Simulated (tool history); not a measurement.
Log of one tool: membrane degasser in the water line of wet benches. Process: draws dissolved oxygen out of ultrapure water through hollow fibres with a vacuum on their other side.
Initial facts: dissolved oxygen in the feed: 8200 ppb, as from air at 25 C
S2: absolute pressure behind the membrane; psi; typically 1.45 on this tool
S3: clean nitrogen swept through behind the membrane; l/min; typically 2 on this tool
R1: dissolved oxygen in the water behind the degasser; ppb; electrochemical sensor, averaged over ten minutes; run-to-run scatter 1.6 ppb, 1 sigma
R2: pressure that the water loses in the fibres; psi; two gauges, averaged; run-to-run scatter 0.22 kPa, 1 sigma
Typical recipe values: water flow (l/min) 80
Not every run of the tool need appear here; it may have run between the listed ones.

run 1 hour=0 | water_flow_(l/min)=80 S2=1.45 S3=2 | R1=521.7 R2=8.058
run 2 hour=61.3 | water_flow_(l/min)=80 S2=1.45 S3=2 | R1=519.2 R2=7.987
run 3 hour=114.5 | water_flow_(l/min)=80 S2=1.45 S3=1.17 | R1=762.8 R2=8.025
run 4 hour=167.6 | water_flow_(l/min)=80 S2=1.45 S3=1.17 | R1=763.5 R2=8.055
run 5 hour=210.4 | water_flow_(l/min)=80 S2=1.45 S3=2 | R1=521.9 R2=8.028
run 6 hour=270.5 | water_flow_(l/min)=80 S2=1.45 S3=2 | R1=517.5 R2=7.958
run 7 hour=314.8 | water_flow_(l/min)=52 S2=1.45 S3=2 | R1=367 R2=5.142
run 8 hour=373.2 | water_flow_(l/min)=112 S2=1.45 S3=2 | R1=687.2 R2=11.027
run 9 hour=432 | water_flow_(l/min)=112 S2=1.45 S3=2 | R1=688.6 R2=11.133
run 10 hour=489.6 | water_flow_(l/min)=112 S2=1.45 S3=2 | R1=685.8 R2=11.085
run 11 hour=550.3 | water_flow_(l/min)=71 S2=2.16 S3=4.27 | R1=422.6 R2=7.052
run 12 hour=591.4 | water_flow_(l/min)=76 S2=1.45 S3=2 | R1=498 R2=7.541
run 13 hour=649.3 | water_flow_(l/min)=50 S2=2 S3=1.89 | R1=566.9 R2=4.959
run 14 hour=677.7 | water_flow_(l/min)=107 S2=1.6 S3=4.22 | R1=430.5 R2=10.547
run 15 hour=706.6 | water_flow_(l/min)=109 S2=1.6 S3=4.22 | R1=435.9 R2=10.756
run 16 hour=754.7 | water_flow_(l/min)=70 S2=1.45 S3=1.51 | R1=579.3 R2=6.878
run 17 hour=794.3 | water_flow_(l/min)=106 S2=2.06 S3=1.51 | R1=1217.6 R2=10.473

Consider 3 possible next runs. They are alternatives, not a sequence: every one starts from the tool as it was left by run 17. What does each give?
run A hour=846.9 | water_flow_(l/min)=80 S2=1.8 S3=1.84 | R1=? R2=?
run B hour=846.9 | water_flow_(l/min)=80 S2=1.45 S3=2.85 | R1=? R2=?
run C hour=846.9 | water_flow_(l/min)=76 S2=2.74 S3=2.61 | R1=? R2=?

run=A R1=737.4 R2=7.878
run=B R1=393.4 R2=7.842
run=C R1=884.8 R2=7.493
With no hidden state in the tool, these same runs would have given:
run=A R1=737.2 R2=8.01
run=B R1=393.3 R2=7.973
run=C R1=884.7 R2=7.617
